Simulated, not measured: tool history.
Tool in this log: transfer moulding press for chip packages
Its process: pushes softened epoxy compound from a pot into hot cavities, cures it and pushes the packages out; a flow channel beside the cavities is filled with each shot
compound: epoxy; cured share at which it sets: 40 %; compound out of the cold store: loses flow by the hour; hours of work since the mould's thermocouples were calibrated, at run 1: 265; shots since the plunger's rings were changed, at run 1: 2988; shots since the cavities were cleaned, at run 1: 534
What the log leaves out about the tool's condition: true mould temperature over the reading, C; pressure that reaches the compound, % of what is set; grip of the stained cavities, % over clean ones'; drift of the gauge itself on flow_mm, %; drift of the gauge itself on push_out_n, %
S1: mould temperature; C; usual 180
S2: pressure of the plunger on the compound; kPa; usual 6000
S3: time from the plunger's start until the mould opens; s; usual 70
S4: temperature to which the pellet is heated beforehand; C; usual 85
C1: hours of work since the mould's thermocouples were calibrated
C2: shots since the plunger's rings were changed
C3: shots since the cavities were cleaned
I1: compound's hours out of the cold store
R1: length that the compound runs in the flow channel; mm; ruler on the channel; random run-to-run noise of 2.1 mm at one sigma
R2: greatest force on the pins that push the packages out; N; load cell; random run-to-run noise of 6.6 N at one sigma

{"run": 1, "day": 0.0, "S1": 180, "S2": 6000, "S3": 70, "S4": 85, "C1": 265, "C2": 2988, "C3": 534, "I1": 29.7, "R1": 594, "R2": 276}
{"day": 1.479, "done": "cavities cleaned with cleaning compound and waxed"}
{"run": 2, "day": 2.538, "S1": 180, "S2": 6000, "S3": 105, "S4": 85, "C1": 291, "C2": 3679, "C3": 295, "I1": 29.1, "R1": 599, "R2": 182}
{"run": 3, "day": 4.542, "S1": 180, "S2": 6000, "S3": 105, "S4": 85, "C1": 312, "C2": 4239, "C3": 855, "I1": 13.8, "R1": 634, "R2": 181}
{"day": 4.758, "done": "cavities cleaned with cleaning compound and waxed"}
{"day": 5.938, "done": "plunger's sealing rings changed"}
{"run": 4, "day": 6.896, "S1": 180, "S2": 6000, "S3": 105, "S4": 85, "C1": 334, "C2": 267, "C3": 567, "I1": 31.3, "R1": 592, "R2": 182}
{"day": 8.171, "done": "cavities cleaned with cleaning compound and waxed"}
{"run": 5, "day": 8.317, "S1": 174, "S2": 6000, "S3": 70, "S4": 85, "C1": 349, "C2": 647, "C3": 40, "I1": 24.9, "R1": 611, "R2": 394}
{"day": 9.675, "done": "mould's thermocouples calibrated"}
{"run": 6, "day": 10.321, "S1": 180, "S2": 6000, "S3": 70, "S4": 85, "C1": 7, "C2": 1183, "C3": 576, "I1": 32.8, "R1": 589, "R2": 274}
{"day": 11.538, "done": "cavities cleaned with cleaning compound and waxed"}
{"run": 7, "day": 11.933, "S1": 180, "S2": 6000, "S3": 70, "S4": 85, "C1": 23, "C2": 1616, "C3": 110, "I1": 40.1, "R1": 575, "R2": 256}
{"run": 8, "day": 13.646, "S1": 180, "S2": 6000, "S3": 70, "S4": 85, "C1": 41, "C2": 2095, "C3": 589, "I1": 35.4, "R1": 587, "R2": 271}
{"day": 14.85, "done": "cavities cleaned with cleaning compound and waxed"}
{"run": 9, "day": 15.842, "S1": 180, "S2": 6000, "S3": 70, "S4": 85, "C1": 63, "C2": 2690, "C3": 277, "I1": 34.7, "R1": 588, "R2": 281}
{"day": 18.183, "done": "cavities cleaned with cleaning compound and waxed"}
{"run": 10, "day": 18.483, "S1": 180, "S2": 6000, "S3": 70, "S4": 85, "C1": 90, "C2": 3410, "C3": 84, "I1": 46.6, "R1": 561, "R2": 260}
{"run": 11, "day": 20.067, "S1": 180, "S2": 6000, "S3": 70, "S4": 85, "C1": 107, "C2": 3852, "C3": 526, "I1": 38.3, "R1": 579, "R2": 253}
{"day": 21.483, "done": "cavities cleaned with cleaning compound and waxed"}
{"run": 12, "day": 21.662, "S1": 180, "S2": 6000, "S3": 70, "S4": 85, "C1": 123, "C2": 4280, "C3": 50, "I1": 37.4, "R1": 576, "R2": 259}
{"day": 22.933, "done": "plunger's sealing rings changed"}
{"run": 13, "day": 23.579, "S1": 180, "S2": 6000, "S3": 70, "S4": 85, "C1": 141, "C2": 181, "C3": 556, "I1": 43, "R1": 567, "R2": 264}
{"day": 24.988, "done": "cavities cleaned with cleaning compound and waxed"}
{"run": 14, "day": 25.721, "S1": 180, "S2": 6000, "S3": 64, "S4": 93, "C1": 163, "C2": 762, "C3": 205, "I1": 13.3, "R1": 635, "R2": 348}
{"run": 15, "day": 27.558, "S1": 180, "S2": 6000, "S3": 64, "S4": 93, "C1": 182, "C2": 1275, "C3": 718, "I1": 39.6, "R1": 574, "R2": 313}
{"day": 28.421, "done": "cavities cleaned with cleaning compound and waxed"}
{"run": 16, "day": 29.871, "S1": 188, "S2": 5750, "S3": 73, "S4": 80, "C1": 206, "C2": 1903, "C3": 405, "I1": 42.7, "R1": 553, "R2": 201}
{"run": 17, "day": 31.471, "S1": 180, "S2": 6990, "S3": 70, "S4": 83, "C1": 223, "C2": 2350, "C3": 852, "I1": 10.6, "R1": 695, "R2": 297}
{"day": 31.679, "done": "cavities cleaned with cleaning compound and waxed"}
{"run": 18, "day": 32.804, "S1": 180, "S2": 6990, "S3": 70, "S4": 83, "C1": 236, "C2": 2705, "C3": 314, "I1": 19.5, "R1": 672, "R2": 283}
{"day": 35.029, "done": "cavities cleaned with cleaning compound and waxed"}
{"run": 19, "day": 35.258, "S1": 186, "S2": 6000, "S3": 84, "S4": 85, "C1": 261, "C2": 3372, "C3": 64, "I1": 26.6, "R1": 595, "R2": 178}
{"run": 20, "day": 36.375, "S1": 177, "S2": 6000, "S3": 70, "S4": 76, "C1": 273, "C2": 3685, "C3": 377, "I1": 41.2, "R1": 572, "R2": 313}
{"day": 38.292, "done": "cavities cleaned with cleaning compound and waxed"}
{"run": 21, "day": 38.696, "S1": 177, "S2": 6000, "S3": 70, "S4": 76, "C1": 296, "C2": 4314, "C3": 112, "I1": 46.5, "R1": 567, "R2": 310}
{"day": 39.746, "done": "plunger's sealing rings changed"}
{"run": 22, "day": 40.733, "S1": 174, "S2": 6000, "S3": 70, "S4": 91, "C1": 316, "C2": 275, "C3": 652, "I1": 38.5, "R1": 584, "R2": 375}
{"day": 41.662, "done": "cavities cleaned with cleaning compound and waxed"}
{"run": 23, "day": 43.333, "S1": 174, "S2": 6000, "S3": 70, "S4": 91, "C1": 343, "C2": 984, "C3": 466, "I1": 39.5, "R1": 582, "R2": 371}
{"day": 45.042, "done": "cavities cleaned with cleaning compound and waxed"}
{"day": 45.3, "done": "mould's thermocouples calibrated"}
{"run": 24, "day": 45.575, "S1": 174, "S2": 6000, "S3": 70, "S4": 91, "C1": 3, "C2": 1570, "C3": 126, "I1": 11.1, "R1": 653, "R2": 417}
{"run": 25, "day": 47.188, "S1": 174, "S2": 6000, "S3": 70, "S4": 91, "C1": 20, "C2": 2019, "C3": 575, "I1": 27, "R1": 608, "R2": 411}

Below are 5 alternative next runs, each starting from the tool's condition after run 25. Predict each:
{"day": 48.471, "done": "cavities cleaned with cleaning compound and waxed"}
{"run": "A", "day": 48.617, "S1": 178, "S2": 6000, "S3": 67, "S4": 85, "C1": 34, "C2": 2402, "C3": 42, "I1": 42.8, "R1": "?", "R2": "?"}
{"day": 48.471, "done": "cavities cleaned with cleaning compound and waxed"}
{"run": "B", "day": 48.617, "S1": 174, "S2": 6000, "S3": 70, "S4": 93, "C1": 34, "C2": 2402, "C3": 42, "I1": 14.6, "R1": "?", "R2": "?"}
{"day": 48.471, "done": "cavities cleaned with cleaning compound and waxed"}
{"run": "C", "day": 48.617, "S1": 174, "S2": 6000, "S3": 70, "S4": 89, "C1": 34, "C2": 2402, "C3": 42, "I1": 28.2, "R1": "?", "R2": "?"}
{"day": 48.471, "done": "cavities cleaned with cleaning compound and waxed"}
{"run": "D", "day": 48.617, "S1": 184, "S2": 6470, "S3": 70, "S4": 79, "C1": 34, "C2": 2402, "C3": 42, "I1": 13.5, "R1": "?", "R2": "?"}
{"day": 48.471, "done": "cavities cleaned with cleaning compound and waxed"}
{"run": "E", "day": 48.617, "S1": 187, "S2": 6280, "S3": 70, "S4": 86, "C1": 34, "C2": 2402, "C3": 42, "I1": 32.5, "R1": "?", "R2": "?"}

run=A R1=566 R2=335
run=B R1=638 R2=405
run=C R1=606 R2=385
run=D R1=652 R2=227
run=E R1=599 R2=207
With the hidden condition removed and each run's random variation left untouched, the same runs would have given:
run=A R1=566 R2=335
run=B R1=638 R2=405
run=C R1=606 R2=385
run=D R1=652 R2=227
run=E R1=599 R2=207

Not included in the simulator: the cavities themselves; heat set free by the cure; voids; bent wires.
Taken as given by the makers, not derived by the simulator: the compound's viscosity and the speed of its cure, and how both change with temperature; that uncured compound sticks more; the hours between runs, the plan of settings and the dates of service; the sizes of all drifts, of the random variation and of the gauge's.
